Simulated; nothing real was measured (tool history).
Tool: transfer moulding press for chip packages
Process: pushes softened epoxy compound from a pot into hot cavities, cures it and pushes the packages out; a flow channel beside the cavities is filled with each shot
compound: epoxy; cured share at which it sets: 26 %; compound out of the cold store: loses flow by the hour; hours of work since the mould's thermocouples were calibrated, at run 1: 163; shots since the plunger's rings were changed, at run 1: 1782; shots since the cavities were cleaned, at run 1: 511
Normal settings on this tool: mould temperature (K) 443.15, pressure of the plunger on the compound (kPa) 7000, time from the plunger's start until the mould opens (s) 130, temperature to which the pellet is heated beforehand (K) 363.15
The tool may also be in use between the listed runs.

run    hour  mould temperature (K)  pressure of the plunger on the compound (kPa)  time from the plunger's start until the mould opens (s)  temperature to which the pellet is heated beforehand (K)  hours of work since the mould's thermocouples were calibrated  shots since the plunger's rings were changed  shots since the cavities were cleaned  incoming compound's hours out of the cold store  length that the compound runs in the flow channel (mm)  greatest force on the pins that push the packages out (N)
  1     0.0                 443.15                                           7000                                                      130                                                    363.15                                                            163                                          1782                                    511                                             21.0                                                     763                                                        759
  2    37.6                 443.15                                           7000                                                      130                                                    363.15                                                            183                                          2091                                    820                                             45.7                                                     638                                                        809
       65.8  -- cavities cleaned with cleaning compound and waxed
  3    65.8                 443.15                                           7000                                                      130                                                    363.15                                                            197                                          2310                                      0                                             25.8                                                     732                                                        467
      113.4  -- plunger's sealing rings changed
  4   126.0                 443.15                                           7000                                                      130                                                    363.15                                                            227                                           104                                    474                                             27.6                                                     746                                                        705
  5   164.5                 443.15                                           7000                                                      130                                                    363.15                                                            247                                           421                                    791                                             24.9                                                     756                                                        812
      195.1  -- cavities cleaned with cleaning compound and waxed
  6   201.6                 443.15                                           7000                                                      130                                                    363.15                                                            266                                           713                                     53                                              9.1                                                     842                                                        504
  7   247.6                 443.15                                           7000                                                      130                                                    363.15                                                            290                                          1091                                    431                                             37.6                                                     685                                                        712
  8   302.9                 443.15                                           6760                                                      130                                                    363.15                                                            319                                          1546                                    886                                             43.5                                                     643                                                        774
      321.7  -- cavities cleaned with cleaning compound and waxed
  9   328.5                 443.15                                           6760                                                      130                                                    363.15                                                            332                                          1744                                     56                                             20.8                                                     751                                                        512
 10   371.5                 443.15                                           7000                                                      130                                                    363.15                                                            354                                          2097                                    409                                             21.4                                                     759                                                        692
 11   430.6                 443.15                                           7000                                                      130                                                    363.15                                                            385                                          2583                                    895                                             33.6                                                     691                                                        821
      448.5  -- plunger's sealing rings changed
      450.0  -- cavities cleaned with cleaning compound and waxed
 12   470.4                 443.15                                           7000                                                      127                                                    363.15                                                            404                                           168                                    168                                             35.1                                                     705                                                        570
 13   529.6                 443.15                                           7000                                                      130                                                    367.15                                                            435                                           655                                    655                                             31.7                                                     716                                                        771
 14   555.7                 443.15                                           7000                                                      130                                                    363.15                                                            449                                           869                                    869                                             16.3                                                     796                                                        824
      575.7  -- cavities cleaned with cleaning compound and waxed
 15   614.7                 441.15                                           8510                                                      130                                                    363.15                                                            479                                          1342                                    321                                              9.5                                                     922                                                        686
 16   641.0                 441.15                                           6330                                                      130                                                    363.15                                                            493                                          1558                                    537                                             24.7                                                     713                                                        763
 17   689.9                 443.15                                           7000                                                      157                                                    363.15                                                            519                                          1959                                    938                                             10.5                                                     818                                                        739
      704.4  -- cavities cleaned with cleaning compound and waxed
 18   730.3                 444.15                                           5890                                                      130                                                    363.15                                                            539                                          2279                                    212                                             44.0                                                     586                                                        583
      782.3  -- plunger's sealing rings changed
 19   786.2                 443.15                                           7000                                                      130                                                    372.15                                                            567                                            33                                    652                                             43.9                                                     662                                                        747
      833.0  -- cavities cleaned with cleaning compound and waxed
 20   843.6                 443.15                                           5800                                                      119                                                    372.15                                                            597                                           492                                     87                                             11.8                                                     754                                                        590
 21   893.5                 443.15                                           5800                                                      119                                                    372.15                                                            623                                           901                                    496                                             11.4                                                     749                                                        821
 22   919.3                 443.15                                           8270                                                      155                                                    363.15                                                            636                                          1114                                    709                                             33.8                                                     767                                                        721
 23   951.5                 449.15                                           6360                                                      110                                                    369.15                                                            653                                          1378                                    973                                             38.8                                                     632                                                        806
      961.5  -- cavities cleaned with cleaning compound and waxed
 24  1010.1                 449.15                                           6360                                                      110                                                    361.15                                                            683                                          1848                                    400                                             31.4                                                     661                                                        666
 25  1058.1                 443.15                                           7900                                                      130                                                    372.15                                                            709                                          2242                                    794                                             42.2                                                     690                                                        782
     1089.9  -- cavities cleaned with cleaning compound and waxed
 26  1108.3                 447.15                                           7900                                                      147                                                    358.15                                                            734                                          2642                                    151                                             32.0                                                     730                                                        528
     1116.2  -- plunger's sealing rings changed
 27  1143.1                 448.15                                           7900                                                      147                                                    358.15                                                            751                                           222                                    417                                             13.7                                                     854                                                        610

Measured less the same run without the tool's hidden state. The same run-to-run variation is in both; the gauge's scatter may not be:
The hidden state here: true mould temperature over the reading, C; pressure that reaches the compound, % of what is set; grip of the stained cavities, % over clean ones'; drift of the gauge itself on flow_mm, %; drift of the gauge itself on push_out_n, %.
run  length that the compound runs in the flow channel (mm)  greatest force on the pins that push the packages out (N)
  1                                                     -19                                                       +292
  2                                                     -19                                                       +348
  3                                                     -24                                                         +0
  4                                                      -2                                                       +252
  5                                                      -4                                                       +338
  6                                                      -8                                                        +36
  7                                                     -11                                                       +240
  8                                                     -14                                                       +331
  9                                                     -18                                                        +47
 10                                                     -22                                                       +222
 11                                                     -25                                                       +349
 12                                                      -3                                                       +113
 13                                                      -8                                                       +301
 14                                                     -11                                                       +349
 15                                                     -20                                                       +197
 16                                                     -17                                                       +275
 17                                                     -24                                                       +318
 18                                                     -20                                                       +135
 19                                                      -2                                                       +292
 20                                                      -6                                                        +62
 21                                                     -11                                                       +285
 22                                                     -14                                                       +289
 23                                                     -13                                                       +348
 24                                                     -19                                                       +215
 25                                                     -23                                                       +318
 26                                                     -29                                                        +95
 27                                                      -5                                                       +202
